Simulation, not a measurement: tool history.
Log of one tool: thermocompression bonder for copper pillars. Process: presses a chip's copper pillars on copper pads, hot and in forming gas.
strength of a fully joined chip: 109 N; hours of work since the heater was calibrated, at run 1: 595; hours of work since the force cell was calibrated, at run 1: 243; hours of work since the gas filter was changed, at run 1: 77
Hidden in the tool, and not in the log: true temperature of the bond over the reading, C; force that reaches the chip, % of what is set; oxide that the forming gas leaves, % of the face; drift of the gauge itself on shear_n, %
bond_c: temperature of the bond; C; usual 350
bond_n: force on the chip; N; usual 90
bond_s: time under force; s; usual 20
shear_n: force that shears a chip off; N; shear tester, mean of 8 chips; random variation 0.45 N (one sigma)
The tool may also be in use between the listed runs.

| run | hour | bond_c | bond_n | bond_s | hours of work since the heater was calibrated | hours of work since the force cell was calibrated | hours of work since the gas filter was changed | shear_n |
|---|---|---|---|---|---|---|---|---|
| 1 | 0 | 350 | 90 | 20 | 595 | 243 | 77 | 42.1 |
| 2 | 18.8 | 350 | 90 | 20 | 607 | 255 | 89 | 41.9 |
| 3 | 34 | 350 | 57 | 20 | 616 | 265 | 98 | 26.5 |
| 4 | 47.3 | 350 | 57 | 20 | 625 | 273 | 107 | 27.2 |
| 5 | 61 | 350 | 57 | 20 | 634 | 282 | 116 | 27.9 |
| 6 | 90.7 | 350 | 57 | 20 | 653 | 301 | 134 | 27.4 |
| 7 | 122.2 | 350 | 57 | 20 | 673 | 321 | 155 | 26.8 |
| 8 | 153.1 | 350 | 90 | 20 | 692 | 341 | 174 | 41.1 |
| 9 | 175.9 | 350 | 90 | 20 | 707 | 356 | 189 | 41.1 |
| 10 | 203.3 | 342 | 90 | 20 | 724 | 373 | 206 | 37.5 |
|  | 217.5 | forming gas filter changed |
| 11 | 234.6 | 350 | 90 | 20 | 744 | 393 | 11 | 42 |
| 12 | 248.3 | 350 | 90 | 20 | 753 | 401 | 20 | 42 |
| 13 | 271 | 350 | 90 | 20 | 767 | 416 | 34 | 42.3 |
| 14 | 287 | 350 | 65 | 20 | 778 | 426 | 44 | 31 |
| 15 | 313.2 | 350 | 65 | 20 | 794 | 443 | 61 | 31.1 |
| 16 | 340 | 350 | 65 | 20 | 811 | 460 | 78 | 31.1 |
| 17 | 358 | 350 | 90 | 20 | 823 | 472 | 90 | 41.2 |
| 18 | 380.3 | 350 | 90 | 20 | 837 | 486 | 104 | 40.7 |
|  | 384.4 | heater calibrated with a thermocouple chip |
| 19 | 412.2 | 329 | 115 | 27 | 18 | 505 | 123 | 44.7 |
| 20 | 427.3 | 359 | 129 | 28 | 27 | 515 | 133 | 66.5 |
| 21 | 441.2 | 346 | 88 | 14 | 36 | 523 | 142 | 33.3 |
| 22 | 456.4 | 339 | 74 | 14 | 46 | 533 | 151 | 25.2 |
| 23 | 477.9 | 339 | 74 | 14 | 60 | 547 | 165 | 25.8 |
|  | 500.9 | heater calibrated with a thermocouple chip, once more |
| 24 | 504.3 | 339 | 74 | 43 | 2 | 562 | 181 | 43.7 |
| 25 | 522.1 | 350 | 72 | 20 | 14 | 574 | 192 | 35.7 |
| 26 | 535.5 | 372 | 55 | 12 | 22 | 582 | 201 | 30 |
| 27 | 550.7 | 377 | 62 | 11 | 32 | 592 | 210 | 33.3 |
|  | 559.5 | forming gas filter changed |
| 28 | 568.7 | 348 | 83 | 16 | 43 | 603 | 6 | 36.8 |
| 29 | 582.4 | 320 | 57 | 20 | 52 | 612 | 15 | 19.5 |
| 30 | 609.8 | 320 | 57 | 20 | 69 | 630 | 32 | 19.9 |
| 31 | 633.4 | 320 | 57 | 20 | 84 | 645 | 47 | 20.1 |
| 32 | 647 | 350 | 128 | 20 | 93 | 653 | 56 | 58.2 |
| 33 | 675 | 371 | 90 | 14 | 111 | 671 | 74 | 48.9 |
| 34 | 688.1 | 371 | 90 | 14 | 119 | 680 | 82 | 48.5 |
| 35 | 704.5 | 371 | 119 | 38 | 130 | 690 | 93 | 79.2 |
| 36 | 733.8 | 371 | 119 | 38 | 148 | 709 | 111 | 78.2 |

How the hidden state differs across the entries between the runs, from the last listed run before each to the first after it:
Between runs 10 and 11: forming gas filter changed (hour 217.5)
  true temperature of the bond over the reading, C: -4.5 -> -4.6; oxide that the forming gas leaves, % of the face: 2.4 -> 0.63
  measured less the result without the state, shear_n: -2.4 -> -1.8 N
Between runs 18 and 19: heater calibrated with a thermocouple chip (hour 384.4)
  true temperature of the bond over the reading, C: -5.1 -> -5.8; oxide that the forming gas leaves, % of the face: 1.51 -> 1.69
  measured less the result without the state, shear_n: -2.4 -> -3.2 N
Between runs 23 and 24: heater calibrated with a thermocouple chip, once more (hour 500.9)
  true temperature of the bond over the reading, C: -6 -> 0.7; force that reaches the chip, % of what is set: 101.7 -> 101.8; oxide that the forming gas leaves, % of the face: 2.08 -> 2.22
  measured less the result without the state, shear_n: -2.2 -> +0.3 N
Between runs 27 and 28: forming gas filter changed (hour 559.5)
  true temperature of the bond over the reading, C: 0.6 -> 0.5; force that reaches the chip, % of what is set: 101.8 -> 101.9; oxide that the forming gas leaves, % of the face: 2.5 -> 0.62
  measured less the result without the state, shear_n: +0.1 -> +0.8 N
